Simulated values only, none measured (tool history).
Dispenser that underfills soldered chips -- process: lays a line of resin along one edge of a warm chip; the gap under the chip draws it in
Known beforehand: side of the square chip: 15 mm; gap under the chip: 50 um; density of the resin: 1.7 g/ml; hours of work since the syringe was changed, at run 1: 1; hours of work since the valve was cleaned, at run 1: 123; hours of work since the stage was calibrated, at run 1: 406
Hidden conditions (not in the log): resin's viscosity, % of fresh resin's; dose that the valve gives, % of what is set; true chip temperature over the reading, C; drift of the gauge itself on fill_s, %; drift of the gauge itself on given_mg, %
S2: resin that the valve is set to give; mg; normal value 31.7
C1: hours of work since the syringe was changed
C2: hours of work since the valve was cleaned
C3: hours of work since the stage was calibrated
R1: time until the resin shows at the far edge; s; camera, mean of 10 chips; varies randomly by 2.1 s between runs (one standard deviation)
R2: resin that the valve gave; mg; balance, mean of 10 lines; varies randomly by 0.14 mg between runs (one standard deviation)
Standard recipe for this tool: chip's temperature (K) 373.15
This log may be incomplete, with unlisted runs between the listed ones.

Run 1, hour 0: usual settings; C1 1; C2 123; C3 406. Result: R1 235.6 s, R2 30.61 mg.
At hour 7.8: dispensing valve cleaned and set on the balance.
Run 2, hour 9.4: usual settings but chip's temperature (K) 371.15; C1 6; C2 1; C3 411. Result: R1 305.5 s, R2 31.7 mg.
At hour 13.9: new syringe of resin.
Run 3, hour 26.1: usual settings but chip's temperature (K) 371.15; C1 7; C2 11; C3 421. Result: R1 314.8 s, R2 31.39 mg.
At hour 29: new syringe of resin.
Run 4, hour 37.1: usual settings but chip's temperature (K) 371.15; C1 5; C2 17; C3 427. Result: R1 295.9 s, R2 31.27 mg.
At hour 43.2: new syringe of resin.
Run 5, hour 44.3: usual settings but S2 27.9 mg; C1 1; C2 22; C3 431. Result: R1 236.3 s, R2 27.74 mg.
Run 6, hour 54.9: usual settings but S2 39.6 mg; C1 7; C2 28; C3 438. Result: R1 279.8 s, R2 39.18 mg.
At hour 57.5: new syringe of resin.
Run 7, hour 69.5: usual settings but S2 38.8 mg; C1 7; C2 37; C3 447. Result: R1 281.8 s, R2 38.29 mg.
At hour 71.2: new syringe of resin.
At hour 85: new syringe of resin.
Run 8, hour 85: usual settings but S2 28.6 mg; C1 0; C2 46; C3 456. Result: R1 234 s, R2 28.21 mg.
Run 9, hour 96.2: usual settings but S2 28.6 mg; C1 7; C2 53; C3 463. Result: R1 291.2 s, R2 28.03 mg.
At hour 99.2: new syringe of resin.
Run 10, hour 111.2: usual settings but S2 28.6 mg; C1 7; C2 62; C3 472. Result: R1 294.4 s, R2 27.93 mg.
At hour 113: new syringe of resin.
At hour 128: new syringe of resin.
Run 11, hour 128.6: usual settings but S2 28.6 mg; C1 0; C2 72; C3 482. Result: R1 233.5 s, R2 27.63 mg.
At hour 141.8: new syringe of resin.
Run 12, hour 144.1: usual settings; C1 1; C2 81; C3 491. Result: R1 242.4 s, R2 30.73 mg.
Run 13, hour 153.8: usual settings but S2 34.1 mg; C1 7; C2 87; C3 497. Result: R1 289 s, R2 33.01 mg.
At hour 156.3: new syringe of resin.
Run 14, hour 162.4: usual settings but chip's temperature (K) 385.15, S2 34.1 mg; C1 4; C2 92; C3 502. Result: R1 149.6 s, R2 32.87 mg.
At hour 170.9: new syringe of resin.
Run 15, hour 174.3: usual settings; C1 2; C2 99; C3 509. Result: R1 247.4 s, R2 30.37 mg.
At hour 185.2: new syringe of resin.
Run 16, hour 186.4: usual settings; C1 1; C2 106; C3 516. Result: R1 243.7 s, R2 30.23 mg.
Run 17, hour 198: usual settings; C1 8; C2 114; C3 523. Result: R1 296.1 s, R2 30.28 mg.
At hour 199.5: new syringe of resin.
At hour 213.4: new syringe of resin.
Run 18, hour 213.4: usual settings but chip's temperature (K) 371.15, S2 36.4 mg; C1 0; C2 123; C3 532. Result: R1 255.4 s, R2 34.48 mg.
At hour 220.7: dispensing valve cleaned and set on the balance.
At hour 229: new syringe of resin.
Run 19, hour 231.3: usual settings but chip's temperature (K) 383.15, S2 38.2 mg; C1 1; C2 6; C3 543. Result: R1 149 s, R2 38.23 mg.
Run 20, hour 239.5: usual settings but chip's temperature (K) 378.15, S2 33.1 mg; C1 6; C2 11; C3 547. Result: R1 222.5 s, R2 33.14 mg.
At hour 243.2: new syringe of resin.
Run 21, hour 253.3: usual settings but chip's temperature (K) 364.15, S2 28.8 mg; C1 6; C2 20; C3 556. Result: R1 435.2 s, R2 28.66 mg.
At hour 257.3: new syringe of resin.
Run 22, hour 263.6: usual settings but chip's temperature (K) 364.15, S2 28.8 mg; C1 4; C2 26; C3 562. Result: R1 415 s, R2 28.53 mg.
At hour 271.7: new syringe of resin.
Run 23, hour 274.2: usual settings but chip's temperature (K) 364.15, S2 28.8 mg; C1 2; C2 32; C3 568. Result: R1 380.2 s, R2 28.5 mg.
Run 24, hour 283.5: usual settings but chip's temperature (K) 378.15, S2 29.1 mg; C1 7; C2 38; C3 574. Result: R1 232.2 s, R2 28.86 mg.
At hour 286.3: new syringe of resin.
Run 25, hour 295: usual settings but chip's temperature (K) 364.15, S2 38.2 mg; C1 5; C2 44; C3 581. Result: R1 420.4 s, R2 37.66 mg.
At hour 300.5: new syringe of resin.
Run 26, hour 304.3: usual settings but chip's temperature (K) 364.15, S2 38.2 mg; C1 2; C2 50; C3 586. Result: R1 385 s, R2 37.23 mg.
At hour 314.3: new syringe of resin.
Run 27, hour 317.9: usual settings but chip's temperature (K) 364.15, S2 38.2 mg; C1 2; C2 58; C3 594. Result: R1 375.4 s, R2 37.3 mg.
At hour 328.3: new syringe of resin.
Run 28, hour 334.1: usual settings but chip's temperature (K) 362.15, S2 30.7 mg; C1 4; C2 68; C3 604. Result: R1 439.4 s, R2 29.64 mg.
At hour 342: new syringe of resin.
Run 29, hour 350.5: usual settings but chip's temperature (K) 380.15; C1 5; C2 78; C3 614. Result: R1 201.1 s, R2 30.81 mg.
At hour 355.9: new syringe of resin.
Run 30, hour 359: usual settings but chip's temperature (K) 380.15; C1 2; C2 83; C3 619. Result: R1 180.2 s, R2 30.72 mg.
At hour 370.4: new syringe of resin.
Run 31, hour 371.5: usual settings but chip's temperature (K) 365.15, S2 32.1 mg; C1 1; C2 90; C3 626. Result: R1 350 s, R2 30.98 mg.
Run 32, hour 379.7: usual settings but chip's temperature (K) 365.15, S2 32.1 mg; C1 6; C2 95; C3 631. Result: R1 407.9 s, R2 30.83 mg.
At hour 384.2: new syringe of resin.
Run 33, hour 391.9: usual settings but chip's temperature (K) 361.15, S2 34.6 mg; C1 5; C2 102; C3 638. Result: R1 480.9 s, R2 33.28 mg.
At hour 397.9: new syringe of resin.
Run 34, hour 404.3: usual settings but chip's temperature (K) 384.15, S2 38.8 mg; C1 4; C2 110; C3 646. Result: R1 160.8 s, R2 36.81 mg.

How the hidden state differs across the entries between the runs, from the last listed run before each to the first after it:
Runs 1 to 2: dispensing valve cleaned and set on the balance (hour 7.8)
  resin's viscosity, % of fresh resin's: 104.5 -> 122.4; dose that the valve gives, % of what is set: 95.49 -> 99.9; true chip temperature over the reading, C: -1.54 -> -1.56
  difference, measured minus the result without the unlogged condition, R1: +26.7 -> +73.6 s; R2: -1.44 -> -0.03 mg
Runs 2 to 3: new syringe of resin (hour 13.9)
  resin's viscosity, % of fresh resin's: 122.4 -> 124.9; dose that the valve gives, % of what is set: 99.9 -> 99.51; true chip temperature over the reading, C: -1.56 -> -1.6
  difference, measured minus the result without the unlogged condition, R1: +73.6 -> +81.1 s; R2: -0.03 -> -0.16 mg
Runs 3 to 4: new syringe of resin (hour 29)
  resin's viscosity, % of fresh resin's: 124.9 -> 118.5; dose that the valve gives, % of what is set: 99.51 -> 99.27; true chip temperature over the reading, C: -1.6 -> -1.63
  difference, measured minus the result without the unlogged condition, R1: +81.1 -> +64.8 s; R2: -0.16 -> -0.23 mg
Runs 4 to 5: new syringe of resin (hour 43.2)
  resin's viscosity, % of fresh resin's: 118.5 -> 101.3; dose that the valve gives, % of what is set: 99.27 -> 99.09; true chip temperature over the reading, C: -1.63 -> -1.64
  difference, measured minus the result without the unlogged condition, R1: +64.8 -> +20.6 s; R2: -0.23 -> -0.26 mg
Runs 6 to 7: new syringe of resin (hour 57.5)
  resin's viscosity, % of fresh resin's: 123.8 -> 124.7; dose that the valve gives, % of what is set: 98.85 -> 98.52; true chip temperature over the reading, C: -1.67 -> -1.7
  difference, measured minus the result without the unlogged condition, R1: +70.6 -> +73.2 s; R2: -0.46 -> -0.58 mg
Runs 7 to 8: new syringe of resin (hour 71.2); new syringe of resin (hour 85)
  resin's viscosity, % of fresh resin's: 124.7 -> 101; dose that the valve gives, % of what is set: 98.52 -> 98.17; true chip temperature over the reading, C: -1.7 -> -1.74
  difference, measured minus the result without the unlogged condition, R1: +73.2 -> +20.9 s; R2: -0.58 -> -0.53 mg
Runs 9 to 10: new syringe of resin (hour 99.2)
  resin's viscosity, % of fresh resin's: 124.9 -> 126.5; dose that the valve gives, % of what is set: 97.92 -> 97.57; true chip temperature over the reading, C: -1.77 -> -1.8
  difference, measured minus the result without the unlogged condition, R1: +77.2 -> +81.2 s; R2: -0.6 -> -0.69 mg
Runs 10 to 11: new syringe of resin (hour 113); new syringe of resin (hour 128)
  resin's viscosity, % of fresh resin's: 126.5 -> 99.8; dose that the valve gives, % of what is set: 97.57 -> 97.16; true chip temperature over the reading, C: -1.8 -> -1.84
  difference, measured minus the result without the unlogged condition, R1: +81.2 -> +19.8 s; R2: -0.69 -> -0.81 mg
Runs 11 to 12: new syringe of resin (hour 141.8)
  resin's viscosity, % of fresh resin's: 99.8 -> 104.5; dose that the valve gives, % of what is set: 97.16 -> 96.81; true chip temperature over the reading, C: -1.84 -> -1.88
  difference, measured minus the result without the unlogged condition, R1: +19.8 -> +30.5 s; R2: -0.81 -> -1.01 mg
Runs 13 to 14: new syringe of resin (hour 156.3)
  resin's viscosity, % of fresh resin's: 125.4 -> 112.6; dose that the valve gives, % of what is set: 96.58 -> 96.42; true chip temperature over the reading, C: -1.9 -> -1.92
  difference, measured minus the result without the unlogged condition, R1: +78.7 -> +27.8 s; R2: -1.17 -> -1.22 mg
Runs 14 to 15: new syringe of resin (hour 170.9)
  resin's viscosity, % of fresh resin's: 112.6 -> 105.7; dose that the valve gives, % of what is set: 96.42 -> 96.14; true chip temperature over the reading, C: -1.92 -> -1.95
  difference, measured minus the result without the unlogged condition, R1: +27.8 -> +34.4 s; R2: -1.22 -> -1.22 mg
Runs 15 to 16: new syringe of resin (hour 185.2)
  resin's viscosity, % of fresh resin's: 105.7 -> 103.7; dose that the valve gives, % of what is set: 96.14 -> 95.89; true chip temperature over the reading, C: -1.95 -> -1.98
  difference, measured minus the result without the unlogged condition, R1: +34.4 -> +30.3 s; R2: -1.22 -> -1.3 mg
Runs 17 to 18: new syringe of resin (hour 199.5); new syringe of resin (hour 213.4)
  resin's viscosity, % of fresh resin's: 129.1 -> 100.2; dose that the valve gives, % of what is set: 95.58 -> 95.22; true chip temperature over the reading, C: -2.01 -> -2.05
  difference, measured minus the result without the unlogged condition, R1: +88.3 -> +24.4 s; R2: -1.39 -> -1.73 mg
Runs 18 to 19: dispensing valve cleaned and set on the balance (hour 220.7); new syringe of resin (hour 229)
  resin's viscosity, % of fresh resin's: 100.2 -> 104.4; dose that the valve gives, % of what is set: 95.22 -> 99.78; true chip temperature over the reading, C: -2.05 -> -2.09
  difference, measured minus the result without the unlogged condition, R1: +24.4 -> +18.8 s; R2: -1.73 -> -0.08 mg
Runs 20 to 21: new syringe of resin (hour 243.2)
  resin's viscosity, % of fresh resin's: 121.8 -> 120.5; dose that the valve gives, % of what is set: 99.59 -> 99.27; true chip temperature over the reading, C: -2.11 -> -2.14
  difference, measured minus the result without the unlogged condition, R1: +56.6 -> +110.4 s; R2: -0.14 -> -0.22 mg
Runs 21 to 22: new syringe of resin (hour 257.3)
  resin's viscosity, % of fresh resin's: 120.5 -> 113.4; dose that the valve gives, % of what is set: 99.27 -> 99.03; true chip temperature over the reading, C: -2.14 -> -2.17
  difference, measured minus the result without the unlogged condition, R1: +110.4 -> +86.4 s; R2: -0.22 -> -0.28 mg
Runs 22 to 23: new syringe of resin (hour 271.7)
  resin's viscosity, % of fresh resin's: 113.4 -> 103.6; dose that the valve gives, % of what is set: 99.03 -> 98.78; true chip temperature over the reading, C: -2.17 -> -2.19
  difference, measured minus the result without the unlogged condition, R1: +86.4 -> +51.3 s; R2: -0.28 -> -0.35 mg
Runs 24 to 25: new syringe of resin (hour 286.3)
  resin's viscosity, % of fresh resin's: 123.6 -> 117; dose that the valve gives, % of what is set: 98.57 -> 98.33; true chip temperature over the reading, C: -2.22 -> -2.24
  difference, measured minus the result without the unlogged condition, R1: +62.6 -> +98.6 s; R2: -0.42 -> -0.64 mg
Runs 25 to 26: new syringe of resin (hour 300.5)
  resin's viscosity, % of fresh resin's: 117 -> 108.8; dose that the valve gives, % of what is set: 98.33 -> 98.13; true chip temperature over the reading, C: -2.24 -> -2.27
  difference, measured minus the result without the unlogged condition, R1: +98.6 -> +68.5 s; R2: -0.64 -> -0.71 mg
Runs 26 to 27: new syringe of resin (hour 314.3)
  resin's viscosity, % of fresh resin's: 108.8 -> 104.9; dose that the valve gives, % of what is set: 98.13 -> 97.83; true chip temperature over the reading, C: -2.27 -> -2.3
  difference, measured minus the result without the unlogged condition, R1: +68.5 -> +55.8 s; R2: -0.71 -> -0.83 mg
Runs 27 to 28: new syringe of resin (hour 328.3)
  resin's viscosity, % of fresh resin's: 104.9 -> 109.9; dose that the valve gives, % of what is set: 97.83 -> 97.45; true chip temperature over the reading, C: -2.3 -> -2.34
  difference, measured minus the result without the unlogged condition, R1: +55.8 -> +84.3 s; R2: -0.83 -> -0.78 mg
Runs 28 to 29: new syringe of resin (hour 342)
  resin's viscosity, % of fresh resin's: 109.9 -> 117.9; dose that the valve gives, % of what is set: 97.45 -> 97.04; true chip temperature over the reading, C: -2.34 -> -2.37
  difference, measured minus the result without the unlogged condition, R1: +84.3 -> +48.2 s; R2: -0.78 -> -0.94 mg
Runs 29 to 30: new syringe of resin (hour 355.9)
  resin's viscosity, % of fresh resin's: 117.9 -> 104.6; dose that the valve gives, % of what is set: 97.04 -> 96.82; true chip temperature over the reading, C: -2.37 -> -2.39
  difference, measured minus the result without the unlogged condition, R1: +48.2 -> +26 s; R2: -0.94 -> -1.01 mg
Runs 30 to 31: new syringe of resin (hour 370.4)
  resin's viscosity, % of fresh resin's: 104.6 -> 101.4; dose that the valve gives, % of what is set: 96.82 -> 96.56; true chip temperature over the reading, C: -2.39 -> -2.42
  difference, measured minus the result without the unlogged condition, R1: +26 -> +44.2 s; R2: -1.01 -> -1.1 mg
Runs 32 to 33: new syringe of resin (hour 384.2)
  resin's viscosity, % of fresh resin's: 118.6 -> 113; dose that the valve gives, % of what is set: 96.37 -> 96.07; true chip temperature over the reading, C: -2.44 -> -2.47
  difference, measured minus the result without the unlogged condition, R1: +103.6 -> +105.5 s; R2: -1.17 -> -1.36 mg
Runs 33 to 34: new syringe of resin (hour 397.9)
  resin's viscosity, % of fresh resin's: 113 -> 112.8; dose that the valve gives, % of what is set: 96.07 -> 95.79; true chip temperature over the reading, C: -2.47 -> -2.5
  difference, measured minus the result without the unlogged condition, R1: +105.5 -> +33.2 s; R2: -1.36 -> -1.62 mg
